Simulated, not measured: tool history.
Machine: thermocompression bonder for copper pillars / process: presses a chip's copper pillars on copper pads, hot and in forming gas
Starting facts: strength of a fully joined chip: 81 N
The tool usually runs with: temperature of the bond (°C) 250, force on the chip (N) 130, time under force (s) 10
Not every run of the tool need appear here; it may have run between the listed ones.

run   hour  temperature of the bond (°C)  force on the chip (N)  time under force (s)  force that shears a chip off (N)
  1    0.0                           250                    130                    10                              38.0
  2   43.2                           250                    130                    10                              37.5
  3   71.5                           250                    130                    10                              38.2
  4  104.4                           250                    130                    10                              36.9
  5  137.4                           250                    130                    10                              37.7
  6  157.9                           250                    100                    10                              30.2
  7  192.2                           250                    100                    10                              31.5
  8  227.3                           250                    130                    10                              36.4
  9  269.6                           250                    130                    10                              37.0
 10  312.5                           250                    130                     5                              28.1
 11  338.6                           250                    130                    10                              36.8
 12  363.9                           250                    130                    10                              35.8
 13  394.4                           250                    130                    19                              45.5
     417.5  -- forming gas filter changed
 14  435.1                           250                    112                    10                              32.8
 15  466.9                           274                     92                    24                              55.4
 16  510.2                           250                    126                    23                              47.3
 17  547.2                           263                    130                    12                              47.3
 18  576.4                           263                    130                    12                              46.7
 19  602.1                           250                    130                    11                              37.7
 20  636.2                           248                    118                    10                              32.2
 21  660.6                           250                    152                    10                              40.5
 22  678.5                           250                    143                    10                              38.0
 23  710.4                           221                    130                     8                              18.3
 24  740.0                           221                    130                     8                              18.0
 25  764.7                           221                    130                     8                              17.6
 26  808.3                           250                    144                    10                              36.9
 27  838.0                           273                    108                    20                              54.4

Run by run, hidden condition taken away, random variation retained:
The hidden state here: true temperature of the bond over the reading, C; force that reaches the chip, % of what is set; oxide that the forming gas leaves, % of the face; drift of the gauge itself on shear_n, %.
run  force that shears a chip off (N)
  1                              40.4
  2                              40.1
  3                              40.9
  4                              39.8
  5                              40.7
  6                              32.9
  7                              34.4
  8                              39.7
  9                              40.6
 10                              31.2
 11                              40.6
 12                              39.8
 13                              50.2
 14                              35.8
 15                              58.9
 16                              51.1
 17                              51.2
 18                              50.8
 19                              41.7
 20                              36.0
 21                              44.8
 22                              42.3
 23                              21.2
 24                              20.9
 25                              20.6
 26                              41.8
 27                              59.9
